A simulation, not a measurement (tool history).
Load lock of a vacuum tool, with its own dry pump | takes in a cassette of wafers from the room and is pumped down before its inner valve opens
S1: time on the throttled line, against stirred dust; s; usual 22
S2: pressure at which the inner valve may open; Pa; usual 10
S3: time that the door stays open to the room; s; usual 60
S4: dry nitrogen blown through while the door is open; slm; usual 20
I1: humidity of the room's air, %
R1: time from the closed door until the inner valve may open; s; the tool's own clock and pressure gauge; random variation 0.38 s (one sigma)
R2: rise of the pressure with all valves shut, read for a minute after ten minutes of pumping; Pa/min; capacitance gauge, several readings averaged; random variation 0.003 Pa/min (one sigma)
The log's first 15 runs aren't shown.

run 16 hour=1896.3 | S1=22 S2=10 S3=102 S4=20 | I1=47.6 | R1=40.8 R2=0.031
run 17 hour=2044.1 | S1=22 S2=10 S3=102 S4=20 | I1=42.4 | R1=41.4 R2=0.024
run 18 hour=2227 | S1=22 S2=13 S3=60 S4=20 | I1=43.5 | R1=39.7 R2=0.021
run 19 hour=2408.1 | S1=22 S2=10 S3=26 S4=26 | I1=45.4 | R1=39.8 R2=0.015
run 20 hour=2525 | S1=39 S2=11 S3=60 S4=37 | I1=47.2 | R1=52.4 R2=0.012
run 21 hour=2639.3 | S1=39 S2=11 S3=60 S4=37 | I1=49.3 | R1=53.1 R2=0.017
run 22 hour=2800.3 | S1=27 S2=10 S3=94 S4=14 | I1=45.6 | R1=44 R2=0.037
run 23 hour=2889.3 | S1=12 S2=12 S3=130 S4=7 | I1=43.1 | R1=32.8 R2=0.049
run 24 hour=2966.9 | S1=22 S2=11 S3=60 S4=4 | I1=43.7 | R1=40.1 R2=0.037
run 25 hour=3129.1 | S1=30 S2=15 S3=118 S4=4 | I1=43.2 | R1=45.3 R2=0.065
run 26 hour=3287.3 | S1=38 S2=10 S3=56 S4=36 | I1=44.6 | R1=52.9 R2=0.012
run 27 hour=3432.7 | S1=20 S2=8 S3=28 S4=4 | I1=45.4 | R1=39.8 R2=0.025
run 28 hour=3531.9 | S1=11 S2=20 S3=44 S4=6 | I1=47.3 | R1=29.7 R2=0.033
run 29 hour=3704.1 | S1=11 S2=20 S3=223 S4=6 | I1=43 | R1=29.8 R2=0.086
run 30 hour=3858.9 | S1=21 S2=19 S3=35 S4=12 | I1=43.7 | R1=37.9 R2=0.02
run 31 hour=4034.7 | S1=28 S2=19 S3=112 S4=37 | I1=43.9 | R1=42.9 R2=0.02
run 32 hour=4179.1 | S1=18 S2=10 S3=120 S4=37 | I1=44 | R1=37.2 R2=0.024
run 33 hour=4352.4 | S1=18 S2=10 S3=120 S4=37 | I1=45.7 | R1=37.3 R2=0.024
run 34 hour=4434.2 | S1=32 S2=10 S3=120 S4=37 | I1=48 | R1=47.7 R2=0.024
run 35 hour=4552.8 | S1=32 S2=10 S3=120 S4=37 | I1=44.1 | R1=48.3 R2=0.024
run 36 hour=4696.2 | S1=32 S2=10 S3=120 S4=37 | I1=44.7 | R1=48.2 R2=0.022

4 ways to go on from here, each from the tool as it stands after run 36. What would each give?
run A hour=4798.6 | S1=42 S2=11 S3=120 S4=22 | I1=46 | R1=? R2=?
run B hour=4798.6 | S1=32 S2=11 S3=27 S4=37 | I1=41.6 | R1=? R2=?
run C hour=4798.6 | S1=14 S2=10 S3=60 S4=20 | I1=45.9 | R1=? R2=?
run D hour=4798.6 | S1=22 S2=10 S3=129 S4=20 | I1=44.1 | R1=? R2=?

run=A R1=56 R2=0.03
run=B R1=48.1 R2=0.016
run=C R1=34.3 R2=0.024
run=D R1=40.3 R2=0.036
Without the tool's hidden state the same runs would have given:
run=A R1=56 R2=0.029
run=B R1=48.1 R2=0.015
run=C R1=34.3 R2=0.022
run=D R1=40.3 R2=0.035
